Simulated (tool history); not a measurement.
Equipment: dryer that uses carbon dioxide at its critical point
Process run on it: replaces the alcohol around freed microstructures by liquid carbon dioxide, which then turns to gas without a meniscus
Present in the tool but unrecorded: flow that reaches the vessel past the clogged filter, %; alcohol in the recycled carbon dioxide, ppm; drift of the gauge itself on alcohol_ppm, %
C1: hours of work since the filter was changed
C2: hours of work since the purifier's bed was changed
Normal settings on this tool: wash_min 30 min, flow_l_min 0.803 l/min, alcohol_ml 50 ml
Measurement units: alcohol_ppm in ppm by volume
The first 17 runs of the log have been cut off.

run 18 hour=114.2 | wash_min=30 flow_l_min=0.803 alcohol_ml=22 | C1=148 C2=91 | alcohol_ppm=64
run 19 hour=122.2 | wash_min=30 flow_l_min=0.803 alcohol_ml=22 | C1=151 C2=95 | alcohol_ppm=57
run 20 hour=129.0 | wash_min=30 flow_l_min=0.803 alcohol_ml=50 | C1=155 C2=98 | alcohol_ppm=101
run 21 hour=135.1 | wash_min=30 flow_l_min=1.186 alcohol_ml=50 | C1=157 C2=101 | alcohol_ppm=41
run 22 hour=141.8 | wash_min=30 flow_l_min=1.186 alcohol_ml=50 | C1=161 C2=104 | alcohol_ppm=42
run 23 hour=146.8 | wash_min=30 flow_l_min=0.803 alcohol_ml=50 | C1=163 C2=106 | alcohol_ppm=109
run 24 hour=150.6 | wash_min=23 flow_l_min=0.803 alcohol_ml=50 | C1=165 C2=108 | alcohol_ppm=253
run 25 hour=155.6 | wash_min=23 flow_l_min=0.803 alcohol_ml=50 | C1=167 C2=111 | alcohol_ppm=270
run 26 hour=161.4 | wash_min=22 flow_l_min=0.730 alcohol_ml=50 | C1=170 C2=113 | alcohol_ppm=434

Run 27 has not been measured yet. What should we expect?
run 27 hour=166.3 | wash_min=22 flow_l_min=0.495 alcohol_ml=50 | C1=172 C2=116 | alcohol_ppm=?

alcohol_ppm: 1289 ppm by volume
Take away the tool's hidden state, keep the run-to-run variation as it was, and the same run would have given alcohol_ppm 1171 ppm by volume.
